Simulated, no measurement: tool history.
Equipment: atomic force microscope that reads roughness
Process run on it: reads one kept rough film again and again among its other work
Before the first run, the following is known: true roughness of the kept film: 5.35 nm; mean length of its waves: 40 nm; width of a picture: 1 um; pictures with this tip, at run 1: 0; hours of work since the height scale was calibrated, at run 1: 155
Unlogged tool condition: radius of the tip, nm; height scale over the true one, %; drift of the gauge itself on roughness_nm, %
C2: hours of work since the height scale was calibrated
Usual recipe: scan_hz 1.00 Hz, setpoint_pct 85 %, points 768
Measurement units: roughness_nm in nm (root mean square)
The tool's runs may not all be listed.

run 1 hour=0.0 | scan_hz=1.00 setpoint_pct=85 points=768 | pictures_with_this_tip=0 C2=155 | roughness_nm=4.430
run 2 hour=13.2 | scan_hz=1.00 setpoint_pct=85 points=768 | pictures_with_this_tip=18 C2=163 | roughness_nm=4.333
run 3 hour=27.9 | scan_hz=1.00 setpoint_pct=85 points=768 | pictures_with_this_tip=38 C2=172 | roughness_nm=4.190
run 4 hour=38.6 | scan_hz=1.00 setpoint_pct=63 points=768 | pictures_with_this_tip=52 C2=178 | roughness_nm=4.463
run 5 hour=51.7 | scan_hz=1.00 setpoint_pct=85 points=768 | pictures_with_this_tip=70 C2=186 | roughness_nm=4.015
run 6 hour=65.3 | scan_hz=1.00 setpoint_pct=85 points=768 | pictures_with_this_tip=88 C2=195 | roughness_nm=3.919
-- hour=73.5 new tip fitted
run 7 hour=73.5 | scan_hz=1.00 setpoint_pct=85 points=768 | pictures_with_this_tip=0 C2=199 | roughness_nm=4.469
run 8 hour=86.6 | scan_hz=1.00 setpoint_pct=85 points=768 | pictures_with_this_tip=17 C2=207 | roughness_nm=4.349
run 9 hour=101.0 | scan_hz=1.00 setpoint_pct=85 points=768 | pictures_with_this_tip=37 C2=216 | roughness_nm=4.232
run 10 hour=111.3 | scan_hz=1.00 setpoint_pct=85 points=768 | pictures_with_this_tip=51 C2=222 | roughness_nm=4.152
run 11 hour=120.7 | scan_hz=1.00 setpoint_pct=85 points=768 | pictures_with_this_tip=64 C2=228 | roughness_nm=4.054
run 12 hour=127.1 | scan_hz=2.47 setpoint_pct=85 points=768 | pictures_with_this_tip=73 C2=232 | roughness_nm=3.510
run 13 hour=135.4 | scan_hz=2.47 setpoint_pct=85 points=768 | pictures_with_this_tip=84 C2=237 | roughness_nm=3.433
run 14 hour=143.0 | scan_hz=0.61 setpoint_pct=85 points=768 | pictures_with_this_tip=94 C2=242 | roughness_nm=4.045
-- hour=146.9 new tip fitted
run 15 hour=152.4 | scan_hz=1.00 setpoint_pct=85 points=768 | pictures_with_this_tip=7 C2=247 | roughness_nm=4.383
run 16 hour=161.4 | scan_hz=1.00 setpoint_pct=85 points=768 | pictures_with_this_tip=19 C2=252 | roughness_nm=4.350
run 17 hour=169.2 | scan_hz=1.00 setpoint_pct=85 points=768 | pictures_with_this_tip=30 C2=257 | roughness_nm=4.254
run 18 hour=182.7 | scan_hz=1.00 setpoint_pct=67 points=659 | pictures_with_this_tip=48 C2=265 | roughness_nm=4.457
run 19 hour=189.1 | scan_hz=3.76 setpoint_pct=85 points=768 | pictures_with_this_tip=57 C2=269 | roughness_nm=3.214
run 20 hour=203.8 | scan_hz=1.00 setpoint_pct=59 points=510 | pictures_with_this_tip=77 C2=278 | roughness_nm=4.350
run 21 hour=216.5 | scan_hz=0.57 setpoint_pct=76 points=927 | pictures_with_this_tip=94 C2=286 | roughness_nm=4.204
-- hour=220.7 new tip fitted
run 22 hour=223.0 | scan_hz=0.57 setpoint_pct=76 points=927 | pictures_with_this_tip=3 C2=290 | roughness_nm=4.717
run 23 hour=231.3 | scan_hz=2.87 setpoint_pct=81 points=659 | pictures_with_this_tip=15 C2=295 | roughness_nm=3.789
run 24 hour=245.5 | scan_hz=1.28 setpoint_pct=63 points=328 | pictures_with_this_tip=34 C2=303 | roughness_nm=4.465
run 25 hour=257.9 | scan_hz=1.28 setpoint_pct=63 points=328 | pictures_with_this_tip=51 C2=311 | roughness_nm=4.355
run 26 hour=272.1 | scan_hz=1.28 setpoint_pct=70 points=916 | pictures_with_this_tip=70 C2=319 | roughness_nm=4.222
run 27 hour=282.1 | scan_hz=1.05 setpoint_pct=58 points=329 | pictures_with_this_tip=84 C2=326 | roughness_nm=4.269
run 28 hour=291.9 | scan_hz=0.70 setpoint_pct=81 points=418 | pictures_with_this_tip=97 C2=332 | roughness_nm=4.045

Predict the results of run 29:
-- hour=294.4 new tip fitted
run 29 hour=301.8 | scan_hz=1.37 setpoint_pct=83 points=768 | pictures_with_this_tip=10 C2=337 | roughness_nm=?

Run 29 came out at roughness_nm 4.262 nm (root mean square).
With the hidden condition absent and the run-to-run variation left alone, this run would have shown roughness_nm 4.382 nm (root mean square).
